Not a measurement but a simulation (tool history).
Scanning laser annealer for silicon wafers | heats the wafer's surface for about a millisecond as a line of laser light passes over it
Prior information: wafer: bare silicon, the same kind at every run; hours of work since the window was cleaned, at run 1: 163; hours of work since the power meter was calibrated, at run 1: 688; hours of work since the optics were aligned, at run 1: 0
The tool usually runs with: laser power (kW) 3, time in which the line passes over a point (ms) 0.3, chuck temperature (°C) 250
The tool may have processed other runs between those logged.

run,hour,laser power (kW),time in which the line passes over a point (ms),chuck temperature (°C),hours of work since the window was cleaned,hours of work since the power meter was calibrated,hours of work since the optics were aligned,highest temperature of the surface (°C)
1,0,3,0.3,250,163,688,0,1048
2,82.1,3,0.305,250,210,735,47,1051
3,121.5,3,0.305,250,233,758,70,1052
4,186.1,3,0.3,250,270,795,107,1042
# hour 195.4: window over the wafer cleaned
5,251.7,3,0.308,250,32,832,144,1036
6,328.5,3.199,0.3,240,77,876,188,1059
7,403.7,2.553,0.217,250,120,919,231,791
8,444.2,2.646,0.323,250,143,943,255,951
9,506.6,2.938,0.3,250,179,979,290,997
# hour 556.8: window over the wafer cleaned, once more
10,564.1,2.938,0.3,250,4,1010,322,1043

Consider 5 possible next runs. They are alternatives, not a sequence: every one starts from the tool as it was left by run 10. What does each give?
A,639.1,2.608,0.3,250,47,1054,366,?
B,639.1,2.938,0.374,250,47,1054,366,?
C,639.1,2.62,0.3,250,47,1054,366,?
D,639.1,3.217,0.311,250,47,1054,366,?
E,639.1,2.938,0.341,250,47,1054,366,?

run,highest temperature of the surface (°C)
A,947
B,1140
C,953
D,1134
E,1096
Without the tool's unlogged condition, the same runs would have read:
run,highest temperature of the surface (°C)
A,951
B,1145
C,957
D,1139
E,1101

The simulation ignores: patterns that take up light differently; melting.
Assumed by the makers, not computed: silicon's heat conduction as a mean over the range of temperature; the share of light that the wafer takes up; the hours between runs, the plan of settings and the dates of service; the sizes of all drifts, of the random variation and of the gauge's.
